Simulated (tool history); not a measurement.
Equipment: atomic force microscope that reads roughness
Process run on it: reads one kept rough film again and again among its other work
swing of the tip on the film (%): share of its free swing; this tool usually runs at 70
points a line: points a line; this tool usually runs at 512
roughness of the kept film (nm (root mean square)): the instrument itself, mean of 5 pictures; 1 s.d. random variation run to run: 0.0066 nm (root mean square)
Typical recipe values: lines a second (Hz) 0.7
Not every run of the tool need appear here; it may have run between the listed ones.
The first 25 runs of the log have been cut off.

run	hour	lines a second (Hz)	swing of the tip on the film (%)	points a line	pictures with this tip	hours of work since the height scale was calibrated	roughness of the kept film (nm (root mean square))
# hour 742.6: new tip fitted
26	773.8	0.718	75	512	64	1725	1.827
27	818	0.718	75	512	155	1759	1.809
# hour 841.9: new tip fitted
28	856.5	0.706	59	291	30	1788	1.866
29	880.8	0.706	59	291	80	1807	1.849
30	905.1	0.706	59	283	130	1826	1.845
31	926.6	0.706	59	283	174	1842	1.851
# hour 942.2: new tip fitted
32	948.6	0.7	72	301	14	1859	1.82
33	976.6	0.7	72	301	71	1880	1.841
34	1017.6	0.7	72	301	156	1912	1.821
35	1035.5	0.7	72	301	193	1925	1.822
# hour 1039.4: new tip fitted
36	1072.6	0.7	62	310	68	1953	1.857
37	1100.5	1.161	62	690	126	1975	1.84
38	1125.9	0.829	88	542	178	1994	1.744
# hour 1136.8: new tip fitted
39	1156.5	0.829	88	542	40	2017	1.77
40	1181.1	1.294	58	285	91	2036	1.844
41	1202.2	1.294	58	285	135	2052	1.839
42	1223.6	1.294	58	285	179	2069	1.833
# hour 1235.1: new tip fitted
43	1244.5	1.588	70	473	20	2085	1.79
44	1277.4	1.588	70	473	88	2110	1.78
45	1318.8	1.588	70	473	173	2142	1.78

Predict each of these 4 candidate next runs independently; none follows another, all start after run 45:
# hour 1332.4: new tip fitted
# hour 1339.6: height scale calibrated on a step standard
A	1340.9	0.7	76	486	15	1	?
# hour 1332.4: new tip fitted
# hour 1339.6: height scale calibrated on a step standard
B	1340.9	0.531	70	512	15	1	?
# hour 1332.4: new tip fitted
# hour 1339.6: height scale calibrated on a step standard
C	1340.9	1.169	70	473	15	1	?
# hour 1332.4: new tip fitted
# hour 1339.6: height scale calibrated on a step standard
D	1340.9	0.7	67	965	15	1	?

run	roughness of the kept film (nm (root mean square))
A	1.819
B	1.851
C	1.808
D	1.845
Without the tool's unlogged condition, the same runs would have read:
run	roughness of the kept film (nm (root mean square))
A	1.82
B	1.852
C	1.809
D	1.846
